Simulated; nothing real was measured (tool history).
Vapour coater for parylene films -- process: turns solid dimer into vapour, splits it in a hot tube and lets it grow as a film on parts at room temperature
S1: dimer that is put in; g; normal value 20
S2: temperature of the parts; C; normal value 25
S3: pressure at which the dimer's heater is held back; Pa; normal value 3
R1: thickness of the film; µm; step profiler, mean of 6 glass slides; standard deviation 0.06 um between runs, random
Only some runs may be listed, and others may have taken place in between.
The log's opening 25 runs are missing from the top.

Run 26, hour 428.4: usual settings but S3 2.82 Pa. Result: R1 8.41 µm.
Run 27, hour 445.2: usual settings but S3 2.91 Pa. Result: R1 8.27 µm.
Run 28, hour 459.7: usual settings but S3 2.91 Pa. Result: R1 8.31 µm.
Run 29, hour 479: usual settings but S3 2.91 Pa. Result: R1 8.34 µm.
Run 30, hour 499: usual settings but S1 14 g. Result: R1 5.9 µm.
Run 31, hour 523.8: usual settings but S1 14 g. Result: R1 5.81 µm.
Run 32, hour 534.1: usual settings but S1 12 g, S2 35 C, S3 2.81 Pa. Result: R1 4.06 µm.
Run 33, hour 547.9: usual settings but S1 31 g, S2 18 C, S3 2.56 Pa. Result: R1 15.41 µm.
Run 34, hour 561.6: usual settings but S1 11 g, S2 18 C, S3 2.56 Pa. Result: R1 5.41 µm.
At hour 578.8: table's thermometer calibrated.
Run 35, hour 581.6: usual settings but S1 28 g, S2 27 C. Result: R1 11.2 µm.
Run 36, hour 599.1: usual settings but S1 15 g, S2 34 C, S3 4.11 Pa. Result: R1 4.95 µm.

Here are 3 independent what-if runs from the current tool condition. What would each one return?
Run A, hour 623.3: usual settings but S1 35 g, S2 18 C. Result: R1 ?.
Run B, hour 623.3: usual settings but S1 27 g, S2 34 C, S3 4.11 Pa. Result: R1 ?.
Run C, hour 623.3: usual settings but S1 15 g, S2 33 C, S3 7.88 Pa. Result: R1 ?.

run     R1
  A  16.88
  B    8.9
  C   4.61
Without the tool's unlogged condition, the same runs would have read:
run     R1
  A  16.91
  B   8.92
  C   4.62

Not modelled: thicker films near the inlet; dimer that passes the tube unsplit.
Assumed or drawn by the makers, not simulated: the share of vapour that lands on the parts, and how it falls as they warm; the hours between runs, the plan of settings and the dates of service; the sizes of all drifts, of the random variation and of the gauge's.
